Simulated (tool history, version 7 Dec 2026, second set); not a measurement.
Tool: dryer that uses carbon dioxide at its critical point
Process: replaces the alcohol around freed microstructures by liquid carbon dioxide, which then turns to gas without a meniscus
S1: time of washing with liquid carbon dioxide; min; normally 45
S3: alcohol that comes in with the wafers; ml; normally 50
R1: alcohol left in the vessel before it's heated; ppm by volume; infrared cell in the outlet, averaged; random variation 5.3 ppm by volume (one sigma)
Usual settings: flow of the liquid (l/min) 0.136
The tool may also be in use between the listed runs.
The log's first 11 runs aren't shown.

run 12 day=9.588 | S1=49 flow_of_the_liquid_(l/min)=0.136 S3=50 | R1=261
run 13 day=10.983 | S1=49 flow_of_the_liquid_(l/min)=0.136 S3=50 | R1=283
run 14 day=11.7 | S1=45 flow_of_the_liquid_(l/min)=0.136 S3=64 | R1=401
-- day=12.733 inlet filter changed
run 15 day=12.792 | S1=45 flow_of_the_liquid_(l/min)=0.136 S3=50 | R1=309
run 16 day=14.138 | S1=45 flow_of_the_liquid_(l/min)=0.136 S3=50 | R1=326
run 17 day=14.983 | S1=45 flow_of_the_liquid_(l/min)=0.136 S3=50 | R1=342
run 18 day=16.371 | S1=41 flow_of_the_liquid_(l/min)=0.108 S3=50 | R1=915
run 19 day=17.538 | S1=35 flow_of_the_liquid_(l/min)=0.136 S3=50 | R1=723
run 20 day=18.429 | S1=51 flow_of_the_liquid_(l/min)=0.101 S3=48 | R1=575

The next listed run, before its measurement:
run 21 day=19.85 | S1=51 flow_of_the_liquid_(l/min)=0.101 S3=48 | R1=?

R1: 560 ppm by volume
Were there no unlogged condition in the tool, this run, its random variation unchanged, would have produced R1 305 ppm by volume.
